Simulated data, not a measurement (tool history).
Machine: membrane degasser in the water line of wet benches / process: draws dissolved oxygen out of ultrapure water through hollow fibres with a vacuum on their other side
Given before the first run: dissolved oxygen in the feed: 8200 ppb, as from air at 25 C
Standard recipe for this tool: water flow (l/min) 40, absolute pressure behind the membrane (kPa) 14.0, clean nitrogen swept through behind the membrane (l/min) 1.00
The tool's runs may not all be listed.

| run | day | water flow (l/min) | absolute pressure behind the membrane (kPa) | clean nitrogen swept through behind the membrane (l/min) | dissolved oxygen in the water behind the degasser (ppb) | pressure that the water loses in the fibres (kPa) |
|---|---|---|---|---|---|---|
| 1 | 0.000 | 40 | 14.0 | 1.00 | 805.4 | 35.46 |
| 2 | 9.196 | 40 | 14.0 | 1.00 | 805.7 | 35.44 |
| 3 | 16.333 | 40 | 14.0 | 1.00 | 809.3 | 35.24 |
| 4 | 25.725 | 40 | 14.0 | 1.00 | 808.1 | 35.48 |
| 5 | 36.171 | 40 | 14.0 | 1.00 | 798.7 | 35.40 |
| 6 | 45.321 | 40 | 14.0 | 1.00 | 807.1 | 35.27 |
| 7 | 55.292 | 40 | 14.0 | 0.52 | 1250.2 | 35.36 |
|  | 61.175 | seals of the vacuum lines changed |
| 8 | 64.912 | 38 | 14.0 | 1.00 | 774.2 | 33.71 |
| 9 | 74.896 | 40 | 14.0 | 1.00 | 806.0 | 35.41 |
| 10 | 82.058 | 40 | 14.0 | 1.00 | 796.6 | 34.92 |
| 11 | 87.408 | 40 | 14.0 | 1.00 | 800.9 | 35.24 |
| 12 | 93.042 | 40 | 14.0 | 0.58 | 1182.2 | 35.56 |
| 13 | 101.433 | 40 | 14.0 | 0.58 | 1173.3 | 35.34 |
| 14 | 108.525 | 40 | 14.0 | 0.58 | 1179.9 | 35.33 |
| 15 | 117.871 | 29 | 14.0 | 1.00 | 623.9 | 25.79 |
| 16 | 125.654 | 40 | 14.0 | 0.92 | 855.0 | 35.23 |
| 17 | 132.158 | 40 | 14.0 | 0.92 | 860.7 | 35.20 |
| 18 | 141.208 | 40 | 17.8 | 0.85 | 1187.8 | 35.19 |
| 19 | 146.754 | 48 | 14.0 | 0.46 | 1521.7 | 42.58 |
| 20 | 151.725 | 48 | 14.0 | 0.46 | 1516.6 | 42.40 |
| 21 | 159.238 | 44 | 15.0 | 0.99 | 951.3 | 38.70 |
| 22 | 167.233 | 29 | 15.1 | 0.49 | 1149.3 | 25.65 |
| 23 | 175.629 | 49 | 14.0 | 0.45 | 1557.6 | 43.42 |
| 24 | 185.800 | 50 | 19.0 | 1.00 | 1347.9 | 43.95 |
| 25 | 195.558 | 51 | 15.2 | 1.00 | 1063.2 | 45.05 |
| 26 | 201.275 | 30 | 27.1 | 0.73 | 1641.5 | 26.55 |
| 27 | 208.667 | 30 | 27.1 | 0.73 | 1642.5 | 26.70 |
| 28 | 214.758 | 40 | 27.1 | 2.87 | 713.6 | 35.35 |
| 29 | 221.817 | 40 | 27.1 | 2.87 | 718.6 | 35.42 |
| 30 | 232.562 | 30 | 14.0 | 1.00 | 639.4 | 26.86 |
| 31 | 241.000 | 45 | 16.3 | 2.55 | 506.2 | 39.84 |
|  | 249.608 | vacuum gauge calibrated |
| 32 | 250.196 | 40 | 24.8 | 2.32 | 778.0 | 35.35 |
| 33 | 260.275 | 40 | 24.8 | 2.32 | 780.6 | 35.56 |

Each row is a separate what-if for the run after 33, all from the same tool condition, not one after another. Results?
| A | 269.154 | 29 | 9.5 | 2.09 | ? | ? |
| B | 269.154 | 36 | 32.7 | 1.74 | ? | ? |
| C | 269.154 | 36 | 14.0 | 0.56 | ? | ? |

| run | dissolved oxygen in the water behind the degasser (ppb) | pressure that the water loses in the fibres (kPa) |
|---|---|---|
| A | 199.0 | 26.17 |
| B | 1192.1 | 31.90 |
| C | 1117.2 | 31.82 |
Had the tool no hidden state, the same runs would have come out as:
| run | dissolved oxygen in the water behind the degasser (ppb) | pressure that the water loses in the fibres (kPa) |
|---|---|---|
| A | 198.9 | 26.13 |
| B | 1191.9 | 31.85 |
| C | 1117.2 | 31.77 |
